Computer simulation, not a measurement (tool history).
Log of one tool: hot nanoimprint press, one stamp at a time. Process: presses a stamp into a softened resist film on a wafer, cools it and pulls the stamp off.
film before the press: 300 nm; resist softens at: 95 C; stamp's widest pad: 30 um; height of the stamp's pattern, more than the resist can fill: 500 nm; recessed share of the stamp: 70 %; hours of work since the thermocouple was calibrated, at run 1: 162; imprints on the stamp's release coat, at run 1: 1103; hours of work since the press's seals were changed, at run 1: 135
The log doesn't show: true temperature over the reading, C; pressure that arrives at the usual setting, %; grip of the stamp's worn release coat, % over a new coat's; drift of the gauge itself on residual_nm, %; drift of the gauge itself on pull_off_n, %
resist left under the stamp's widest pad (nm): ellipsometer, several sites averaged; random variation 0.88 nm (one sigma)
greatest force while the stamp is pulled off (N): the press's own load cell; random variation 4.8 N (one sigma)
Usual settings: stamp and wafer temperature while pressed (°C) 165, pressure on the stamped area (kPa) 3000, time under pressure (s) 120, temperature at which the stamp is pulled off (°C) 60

run   hour  stamp and wafer temperature while pressed (°C)  pressure on the stamped area (kPa)  time under pressure (s)  temperature at which the stamp is pulled off (°C)  hours of work since the thermocouple was calibrated  imprints on the stamp's release coat  hours of work since the press's seals were changed  resist left under the stamp's widest pad (nm)  greatest force while the stamp is pulled off (N)
  1      0                                             165                                3000                      120                                                 60                                                  162                                  1103                                                 135                                          137.5                                               324
  2      8                                             165                                3000                      120                                                 60                                                  166                                  1133                                                 139                                            138                                               320
  3   16.3                                             165                                3000                      120                                                 60                                                  170                                  1165                                                 143                                          136.8                                               325
  4   21.7                                             165                                3000                      120                                                 60                                                  173                                  1185                                                 146                                          136.3                                               323
  5   31.3                                             165                                3000                      120                                                 60                                                  177                                  1221                                                 151                                          135.8                                               330
  6     40                                             165                                3000                      120                                                 60                                                  181                                  1254                                                 155                                          138.5                                               324
  7   51.1                                             158                                3000                      120                                                 60                                                  187                                  1295                                                 160                                          180.1                                               335
  8   62.6                                             158                                3000                      120                                                 60                                                  193                                  1339                                                 166                                          182.4                                               339
  9   68.1                                             158                                3000                      120                                                 60                                                  195                                  1359                                                 169                                          183.3                                               333
 10   74.1                                             158                                3000                      120                                                 60                                                  198                                  1382                                                 172                                          182.3                                               337
 11   80.6                                             165                                3000                       70                                                 60                                                  201                                  1406                                                 175                                          164.3                                               336
 12   87.8                                             165                                3500                       67                                                 55                                                  205                                  1433                                                 179                                          155.7                                               372
 13   97.7                                             165                                3500                       67                                                 55                                                  210                                  1470                                                 183                                          158.8                                               363
 14  108.9                                             165                                3500                       67                                                 55                                                  215                                  1513                                                 189                                          157.4                                               365
 15  117.7                                             171                                3500                      155                                                 46                                                  220                                  1546                                                 193                                           87.8                                               427
 16  125.7                                             173                                3280                       60                                                 60                                                  224                                  1576                                                 197                                          122.9                                               353
 17  133.1                                             165                                3000                       84                                                 61                                                  227                                  1604                                                 201                                          153.3                                               352
 18  143.6                                             165                                1840                      120                                                 64                                                  232                                  1643                                                 206                                          167.7                                               334
 19  156.9                                             172                                3370                      120                                                 49                                                  239                                  1693                                                 212                                           94.6                                               421
 20  165.1                                             172                                3370                      100                                                 49                                                  243                                  1724                                                 217                                          101.3                                               415

4 ways to go on from here, each from the tool as it stands after run 20. What would each give?
  A  174.1                                             176                                3370                      100                                                 56                                                  247                                  1758                                                 221                                              ?                                                 ?
  B  174.1                                             158                                3370                      205                                                 49                                                  247                                  1758                                                 221                                              ?                                                 ?
  C  174.1                                             167                                2680                      120                                                 61                                                  247                                  1758                                                 221                                              ?                                                 ?
  D  174.1                                             172                                2780                      189                                                 49                                                  247                                  1758                                                 221                                              ?                                                 ?

run  resist left under the stamp's widest pad (nm)  greatest force while the stamp is pulled off (N)
  A                                           87.5                                               406
  B                                            144                                               440
  C                                          129.4                                               351
  D                                           86.4                                               439
Without the tool's hidden state the same runs would have given:
run  resist left under the stamp's widest pad (nm)  greatest force while the stamp is pulled off (N)
  A                                           89.5                                               256
  B                                          148.4                                               277
  C                                            133                                               222
  D                                           88.8                                               277
